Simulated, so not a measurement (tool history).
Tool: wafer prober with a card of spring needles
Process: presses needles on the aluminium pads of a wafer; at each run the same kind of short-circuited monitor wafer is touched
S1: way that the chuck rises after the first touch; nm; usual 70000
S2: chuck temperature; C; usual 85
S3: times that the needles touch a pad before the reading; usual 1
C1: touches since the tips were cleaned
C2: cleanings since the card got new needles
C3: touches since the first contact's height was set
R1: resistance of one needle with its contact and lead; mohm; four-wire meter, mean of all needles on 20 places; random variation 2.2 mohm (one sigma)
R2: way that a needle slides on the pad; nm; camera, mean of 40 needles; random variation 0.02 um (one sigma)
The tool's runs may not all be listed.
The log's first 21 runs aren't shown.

run,hour,S1,S2,S3,C1,C2,C3,R1,R2
# hour 183.2: tips cleaned on abrasive film
# hour 193.1: tips cleaned on abrasive film
22,193.1,64000,27,2,0,27,44191,240,14710
# hour 203.0: tips cleaned on abrasive film
23,205.8,54000,27,1,1265,28,49876,305,12360
# hour 213.7: tips cleaned on abrasive film
24,215.7,54000,27,1,883,29,54249,288,12310
# hour 224.8: tips cleaned on abrasive film
25,226.1,78000,62,2,598,30,58854,254,17940
# hour 234.6: tips cleaned on abrasive film
26,235.5,83000,29,2,395,31,63027,236,19090
# hour 244.6: tips cleaned on abrasive film
27,244.6,83000,29,2,0,32,67058,231,19060
28,250.7,56000,53,1,2728,32,69786,331,12730
# hour 255.2: tips cleaned on abrasive film
29,262.9,56000,53,1,3449,33,75197,341,12700
# hour 265.3: tips cleaned on abrasive film
# hour 267.6: height of the first contact set anew
# hour 275.4: tips cleaned on abrasive film
30,276.6,56000,53,1,544,35,3975,282,13130
# hour 285.6: tips cleaned on abrasive film
31,285.6,70000,120,1,0,36,7976,263,16420

5 ways to go on from here, each from the tool as it stands after run 31. What would each give?
A,292.1,58000,34,2,2878,36,10854,?,?
B,292.1,51000,35,2,2878,36,10854,?,?
C,292.1,71000,73,3,2878,36,10854,?,?
D,292.1,63000,36,3,2878,36,10854,?,?
E,292.1,70000,35,2,2878,36,10854,?,?

run,R1,R2
A,289,13590
B,307,11900
C,273,16620
D,263,14760
E,274,16370
Without the tool's hidden state the same runs would have given:
run,R1,R2
A,235,13630
B,239,11950
C,250,16660
D,235,14800
E,235,16410
